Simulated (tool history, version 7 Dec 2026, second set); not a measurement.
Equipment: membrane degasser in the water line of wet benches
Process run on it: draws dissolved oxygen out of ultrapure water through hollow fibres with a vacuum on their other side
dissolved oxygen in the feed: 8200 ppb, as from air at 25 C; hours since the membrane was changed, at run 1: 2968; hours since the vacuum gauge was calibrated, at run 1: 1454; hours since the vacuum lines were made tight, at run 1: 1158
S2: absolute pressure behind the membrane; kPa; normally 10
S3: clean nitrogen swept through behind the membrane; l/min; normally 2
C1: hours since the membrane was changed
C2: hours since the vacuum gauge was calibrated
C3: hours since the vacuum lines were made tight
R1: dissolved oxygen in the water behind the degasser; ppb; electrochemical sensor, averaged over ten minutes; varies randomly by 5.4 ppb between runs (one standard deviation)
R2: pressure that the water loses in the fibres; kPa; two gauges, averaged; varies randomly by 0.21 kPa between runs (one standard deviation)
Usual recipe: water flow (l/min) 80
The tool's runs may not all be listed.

Run 1, hour 0: usual settings; C1 2968; C2 1454; C3 1158. Result: R1 540.2 ppb, R2 49.11 kPa.
Run 2, hour 56.3: usual settings; C1 3024; C2 1511; C3 1214. Result: R1 549.9 ppb, R2 49.32 kPa.
Run 3, hour 101.8: usual settings but S2 17 kPa; C1 3070; C2 1556; C3 1260. Result: R1 1011.1 ppb, R2 48.86 kPa.
Run 4, hour 159.4: usual settings but S2 17 kPa; C1 3127; C2 1614; C3 1317. Result: R1 1029.9 ppb, R2 48.89 kPa.
Run 5, hour 237.5: usual settings but S2 17 kPa; C1 3205; C2 1692; C3 1396. Result: R1 1016.7 ppb, R2 49.19 kPa.
Run 6, hour 275.9: usual settings but S2 17 kPa; C1 3244; C2 1730; C3 1434. Result: R1 1031.7 ppb, R2 49.31 kPa.
Run 7, hour 320.6: usual settings but water flow (l/min) 92; C1 3288; C2 1775; C3 1479. Result: R1 615.9 ppb, R2 56.58 kPa.
Run 8, hour 384: usual settings but water flow (l/min) 92; C1 3352; C2 1838; C3 1542. Result: R1 612.5 ppb, R2 56.57 kPa.
Run 9, hour 457.7: usual settings but water flow (l/min) 92, S3 3.91 l/min; C1 3425; C2 1912; C3 1616. Result: R1 380 ppb, R2 56.68 kPa.
Run 10, hour 540.5: usual settings but water flow (l/min) 121, S2 9.5 kPa, S3 1.5 l/min; C1 3508; C2 1995; C3 1699. Result: R1 888.4 ppb, R2 74.18 kPa.
Run 11, hour 611: usual settings but water flow (l/min) 122, S2 6.5 kPa, S3 2.17 l/min; C1 3579; C2 2065; C3 1769. Result: R1 439.9 ppb, R2 75.04 kPa.
Run 12, hour 646.4: usual settings but water flow (l/min) 70, S2 6.5 kPa, S3 3.16 l/min; C1 3614; C2 2101; C3 1804. Result: R1 175.3 ppb, R2 42.83 kPa.
Run 13, hour 711: usual settings but water flow (l/min) 118, S2 15.9 kPa, S3 1.98 l/min; C1 3679; C2 2165; C3 1869. Result: R1 1331.1 ppb, R2 72.51 kPa.
Run 14, hour 770.9: usual settings but S3 3.1 l/min; C1 3739; C2 2225; C3 1929. Result: R1 391 ppb, R2 49.18 kPa.
Run 15, hour 809.9: usual settings but water flow (l/min) 94, S3 1.45 l/min; C1 3778; C2 2264; C3 1968. Result: R1 787.2 ppb, R2 57.93 kPa.
Run 16, hour 843.9: usual settings but water flow (l/min) 94, S2 23.9 kPa; C1 3812; C2 2298; C3 2002. Result: R1 1638.9 ppb, R2 57.81 kPa.

Consider 5 possible next runs. They are alternatives, not a sequence: every one starts from the tool as it was left by run 16. What does each give?
Run A, hour 911.8: usual settings but water flow (l/min) 125, S2 19.1 kPa, S3 1.56 l/min; C1 3880; C2 2366; C3 2070. Result: R1 ?, R2 ?.
Run B, hour 911.8: usual settings but water flow (l/min) 90, S2 17.6 kPa, S3 1.41 l/min; C1 3880; C2 2366; C3 2070. Result: R1 ?, R2 ?.
Run C, hour 911.8: usual settings but water flow (l/min) 124, S2 8.1 kPa, S3 1.51 l/min; C1 3880; C2 2366; C3 2070. Result: R1 ?, R2 ?.
Run D, hour 911.8: usual settings but water flow (l/min) 55, S2 18.7 kPa, S3 2.7 l/min; C1 3880; C2 2366; C3 2070. Result: R1 ?, R2 ?.
Run E, hour 911.8: usual settings but water flow (l/min) 58, S2 23.3 kPa, S3 2.44 l/min; C1 3880; C2 2366; C3 2070. Result: R1 ?, R2 ?.

run      R1     R2
  A  1873.7  76.65
  B  1450.7  55.11
  C   736.4  76.28
  D   661.1  33.69
  E   944.2  35.63
With no hidden state in the tool, these same runs would have given:
run      R1     R2
  A  1873.2   76.6
  B  1450.4  55.07
  C   735.8  76.23
  D   660.9  33.67
  E     944  35.61
